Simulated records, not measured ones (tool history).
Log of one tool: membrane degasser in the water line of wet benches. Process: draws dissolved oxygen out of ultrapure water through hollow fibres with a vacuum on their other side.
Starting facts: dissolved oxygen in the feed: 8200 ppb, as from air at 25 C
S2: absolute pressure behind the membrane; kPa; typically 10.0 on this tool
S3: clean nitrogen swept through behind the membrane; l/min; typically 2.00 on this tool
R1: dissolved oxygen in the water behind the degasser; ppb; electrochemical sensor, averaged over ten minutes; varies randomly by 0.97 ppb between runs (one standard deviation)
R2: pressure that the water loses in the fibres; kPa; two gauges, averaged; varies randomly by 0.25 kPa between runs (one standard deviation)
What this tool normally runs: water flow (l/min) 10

run 1 hour=0.0 | water_flow_(l/min)=10 S2=10.0 S3=2.00 | R1=91.9 R2=67.38
run 2 hour=36.0 | water_flow_(l/min)=10 S2=13.3 S3=2.00 | R1=131.3 R2=67.59
run 3 hour=68.3 | water_flow_(l/min)=10 S2=13.3 S3=2.32 | R1=115.7 R2=67.60
run 4 hour=118.7 | water_flow_(l/min)=10 S2=13.3 S3=2.32 | R1=115.6 R2=67.76
run 5 hour=169.5 | water_flow_(l/min)=10 S2=13.3 S3=2.32 | R1=116.5 R2=67.71
run 6 hour=198.5 | water_flow_(l/min)=10 S2=10.0 S3=1.13 | R1=153.8 R2=67.82
run 7 hour=263.1 | water_flow_(l/min)=6 S2=10.0 S3=1.13 | R1=87.7 R2=40.64
run 8 hour=313.7 | water_flow_(l/min)=6 S2=10.0 S3=1.13 | R1=88.3 R2=40.51
run 9 hour=373.7 | water_flow_(l/min)=6 S2=10.0 S3=1.13 | R1=87.5 R2=40.85
run 10 hour=405.8 | water_flow_(l/min)=9 S2=16.4 S3=2.00 | R1=148.9 R2=60.80

Branching from run 10: 5 alternative next runs. What would each branch give?
run A hour=467.3 | water_flow_(l/min)=9 S2=17.4 S3=2.00 | R1=? R2=?
run B hour=467.3 | water_flow_(l/min)=15 S2=24.3 S3=3.56 | R1=? R2=?
run C hour=467.3 | water_flow_(l/min)=11 S2=8.7 S3=2.43 | R1=? R2=?
run D hour=467.3 | water_flow_(l/min)=9 S2=6.8 S3=2.00 | R1=? R2=?
run E hour=467.3 | water_flow_(l/min)=10 S2=6.9 S3=2.00 | R1=? R2=?

run=A R1=159.9 R2=61.07
run=B R1=282.1 R2=100.94
run=C R1=77.6 R2=74.44
run=D R1=46.1 R2=60.84
run=E R1=56.3 R2=67.32
Had the tool no hidden state, the same runs would have come out as:
run=A R1=159.2 R2=61.04
run=B R1=281.3 R2=100.89
run=C R1=77.3 R2=74.40
run=D R1=45.8 R2=60.81
run=E R1=56.0 R2=67.29

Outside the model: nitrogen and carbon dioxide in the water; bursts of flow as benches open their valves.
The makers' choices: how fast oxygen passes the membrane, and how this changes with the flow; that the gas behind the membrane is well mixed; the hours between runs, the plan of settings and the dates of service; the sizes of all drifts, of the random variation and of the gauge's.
